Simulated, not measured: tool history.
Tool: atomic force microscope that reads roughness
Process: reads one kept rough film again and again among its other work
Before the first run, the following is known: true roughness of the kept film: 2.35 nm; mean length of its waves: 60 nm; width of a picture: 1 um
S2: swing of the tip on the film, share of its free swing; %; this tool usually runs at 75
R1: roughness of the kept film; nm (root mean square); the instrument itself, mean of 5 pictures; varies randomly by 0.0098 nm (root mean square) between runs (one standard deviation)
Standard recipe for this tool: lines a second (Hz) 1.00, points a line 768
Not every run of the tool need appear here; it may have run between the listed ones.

run 1 hour=0.0 | lines_a_second_(Hz)=1.00 S2=75 points_a_line=768 | R1=2.157
run 2 hour=19.5 | lines_a_second_(Hz)=1.00 S2=75 points_a_line=768 | R1=2.142
run 3 hour=53.7 | lines_a_second_(Hz)=1.00 S2=75 points_a_line=768 | R1=2.135
run 4 hour=73.9 | lines_a_second_(Hz)=1.00 S2=75 points_a_line=768 | R1=2.115
-- hour=95.8 new tip fitted
run 5 hour=95.8 | lines_a_second_(Hz)=1.00 S2=75 points_a_line=768 | R1=2.191
run 6 hour=121.6 | lines_a_second_(Hz)=1.42 S2=75 points_a_line=768 | R1=2.151
run 7 hour=147.2 | lines_a_second_(Hz)=2.00 S2=87 points_a_line=938 | R1=1.953
run 8 hour=179.9 | lines_a_second_(Hz)=2.00 S2=87 points_a_line=938 | R1=1.958
run 9 hour=201.3 | lines_a_second_(Hz)=2.00 S2=87 points_a_line=938 | R1=1.942
run 10 hour=231.6 | lines_a_second_(Hz)=3.77 S2=59 points_a_line=482 | R1=2.064

What if the next run were any one of these 5? Each begins from the tool's condition after run 10:
-- hour=251.5 new tip fitted
run A hour=251.5 | lines_a_second_(Hz)=1.00 S2=75 points_a_line=933 | R1=?
-- hour=251.5 new tip fitted
run B hour=251.5 | lines_a_second_(Hz)=3.47 S2=55 points_a_line=768 | R1=?
-- hour=251.5 new tip fitted
run C hour=251.5 | lines_a_second_(Hz)=3.06 S2=61 points_a_line=768 | R1=?
-- hour=251.5 new tip fitted
run D hour=251.5 | lines_a_second_(Hz)=3.77 S2=72 points_a_line=482 | R1=?
-- hour=251.5 new tip fitted
run E hour=251.5 | lines_a_second_(Hz)=1.58 S2=73 points_a_line=482 | R1=?

run=A R1=2.196
run=B R1=2.208
run=C R1=2.172
run=D R1=2.030
run=E R1=2.162
Without the tool's unlogged condition, the same runs would have read:
run=A R1=2.231
run=B R1=2.243
run=C R1=2.206
run=D R1=2.062
run=E R1=2.196
